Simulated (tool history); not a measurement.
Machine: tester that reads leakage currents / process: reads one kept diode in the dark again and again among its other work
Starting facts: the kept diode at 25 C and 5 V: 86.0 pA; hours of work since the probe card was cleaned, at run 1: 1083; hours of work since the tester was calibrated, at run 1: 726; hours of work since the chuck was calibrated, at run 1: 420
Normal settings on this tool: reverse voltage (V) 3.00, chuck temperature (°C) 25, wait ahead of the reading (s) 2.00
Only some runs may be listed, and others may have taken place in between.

run,hour,reverse voltage (V),chuck temperature (°C),wait ahead of the reading (s),hours of work since the probe card was cleaned,hours of work since the tester was calibrated,hours of work since the chuck was calibrated,current that the tester gives (pA)
1,0.0,3.00,25,2.00,1083,726,420,69.97
2,31.3,3.00,25,2.00,1107,751,445,70.45
3,69.6,3.00,21,2.00,1136,780,474,48.98
4,94.4,3.00,21,2.00,1156,799,493,49.26
5,125.5,3.00,21,2.00,1180,823,517,49.42
6,158.1,3.00,21,2.00,1205,848,542,49.73
7,176.9,3.00,25,8.76,1219,863,557,71.06
8,203.0,3.00,25,8.76,1239,883,577,70.87
9,232.3,3.00,25,8.76,1262,906,600,71.74
10,267.7,3.00,25,2.00,1289,933,627,72.42
11,290.8,3.00,25,2.00,1307,951,645,72.06
12,326.5,3.00,25,2.00,1335,978,672,72.37
13,364.4,3.00,25,2.00,1364,1007,701,72.75
14,384.7,3.00,25,2.00,1379,1023,717,72.77
15,410.6,3.00,25,2.00,1399,1043,737,72.92
16,434.6,3.00,25,1.29,1418,1062,756,73.46
17,459.2,3.00,25,1.29,1437,1081,775,73.44
18,493.5,2.22,25,2.00,1463,1107,801,61.61
19,517.1,14.94,47,0.33,1482,1125,819,1269.41
20,553.0,14.94,47,0.33,1509,1153,847,1272.57
21,576.6,14.94,47,0.33,1527,1171,865,1277.76
22,613.7,7.44,34,1.86,1556,1200,894,283.64
23,642.6,15.27,28,1.46,1578,1222,916,261.80
24,671.5,1.59,25,1.64,1601,1244,938,51.30
25,695.7,3.00,44,1.68,1619,1263,957,388.11
26,725.0,10.98,44,7.28,1642,1286,980,826.98
27,740.8,8.18,31,2.08,1654,1298,992,233.34
# hour 760.8: chuck's temperature calibrated
28,780.4,8.18,31,2.08,1683,1327,15,217.63
29,806.1,8.18,31,2.08,1703,1347,35,217.75
30,838.4,1.77,20,2.00,1728,1372,60,32.74

Each row is a separate what-if for the run after 30, all from the same tool condition, not one after another. Results?
A,868.8,3.00,56,0.33,1751,1395,83,?
B,868.8,3.00,25,0.74,1751,1395,83,?
C,868.8,11.08,24,1.21,1751,1395,83,?
D,868.8,3.00,54,1.04,1751,1395,83,?
E,868.8,1.77,20,1.80,1751,1395,83,?

run,current that the tester gives (pA)
A,969.97
B,71.49
C,146.90
D,825.21
E,32.81
Take away the tool's hidden state, keep each run's random variation, and the runs would have read:
run,current that the tester gives (pA)
A,942.92
B,65.37
C,127.32
D,801.39
E,29.41

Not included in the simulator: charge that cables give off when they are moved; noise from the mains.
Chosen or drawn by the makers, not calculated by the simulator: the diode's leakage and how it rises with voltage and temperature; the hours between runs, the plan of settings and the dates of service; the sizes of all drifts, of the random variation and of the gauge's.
